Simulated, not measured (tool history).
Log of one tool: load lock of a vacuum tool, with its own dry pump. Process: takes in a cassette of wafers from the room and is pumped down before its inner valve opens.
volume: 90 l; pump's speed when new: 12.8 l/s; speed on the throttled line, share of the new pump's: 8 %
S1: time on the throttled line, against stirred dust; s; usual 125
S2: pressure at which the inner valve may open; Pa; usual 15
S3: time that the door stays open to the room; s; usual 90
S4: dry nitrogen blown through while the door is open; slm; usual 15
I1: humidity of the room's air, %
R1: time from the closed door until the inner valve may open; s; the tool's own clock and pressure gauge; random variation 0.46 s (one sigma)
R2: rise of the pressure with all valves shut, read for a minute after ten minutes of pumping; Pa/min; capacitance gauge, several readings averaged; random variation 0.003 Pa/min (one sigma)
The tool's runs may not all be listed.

run,hour,S1,S2,S3,S4,I1,R1,R2
1,0.0,125,15,90,15,44.1,181.4,0.231
2,219.4,125,15,90,15,44.1,182.4,0.229
3,638.9,125,15,90,15,47.9,182.8,0.247
# hour 867.3: dry pump taken out, an overhauled one fitted
4,921.0,125,15,90,6,46.2,177.8,0.253
5,1219.6,125,15,90,15,45.8,177.1,0.255
6,1702.9,125,15,70,15,40.0,177.8,0.262
7,2095.7,125,15,175,15,45.5,178.3,0.274
8,2407.9,206,15,90,15,47.5,252.3,0.275
9,2815.5,187,15,90,15,42.7,234.1,0.281
10,3078.8,187,15,79,15,42.8,236.2,0.292
11,3489.6,187,15,79,15,44.4,235.2,0.299
12,3958.6,187,15,79,15,44.9,235.0,0.304
13,4425.2,187,15,79,15,43.1,234.8,0.322
14,4750.5,187,15,79,15,45.9,235.1,0.332
15,5080.5,145,15,90,15,46.5,197.1,0.337
16,5489.9,145,15,90,15,43.5,197.2,0.345
17,5775.0,145,15,90,15,47.2,196.9,0.354
18,6134.9,145,15,90,15,47.5,197.0,0.364
19,6480.1,145,26,54,18,43.1,193.4,0.352
20,6724.6,125,15,59,15,46.2,179.1,0.366
21,7175.8,125,15,59,15,47.7,179.4,0.378
22,7702.7,125,15,59,15,45.5,179.5,0.397
23,7946.2,64,16,54,22,44.5,123.1,0.400
24,8358.2,64,16,54,22,44.0,123.3,0.407
25,8585.0,95,15,90,25,43.4,152.4,0.418
26,9003.0,125,11,90,15,44.7,181.8,0.426
27,9516.7,186,21,29,19,44.7,232.0,0.432
28,9774.7,186,15,25,36,45.8,235.1,0.432
29,10297.7,125,10,69,15,43.1,183.0,0.462
30,10648.5,211,15,90,32,46.5,258.9,0.459
31,10907.9,74,20,90,15,45.6,131.9,0.480
32,11348.7,69,18,90,15,44.1,127.3,0.502
# hour 11414.6: door's seal changed, seat wiped
33,11671.9,69,18,90,15,45.5,127.3,0.028
34,12072.2,69,18,90,15,45.8,128.4,0.031
35,12517.4,158,14,90,15,47.1,211.4,0.029
36,12745.2,158,14,90,15,48.1,211.0,0.031

3 ways to go on from here, each from the tool as it stands after run 36. What would each give?
A,13212.1,158,11,90,7,44.7,?,?
B,13212.1,125,15,26,4,44.9,?,?
C,13212.1,119,21,90,15,45.7,?,?

run,R1,R2
A,213.8,0.047
B,180.8,0.026
C,172.4,0.039
Without the tool's hidden state the same runs would have given:
run,R1,R2
A,210.2,0.038
B,177.2,0.016
C,168.9,0.029
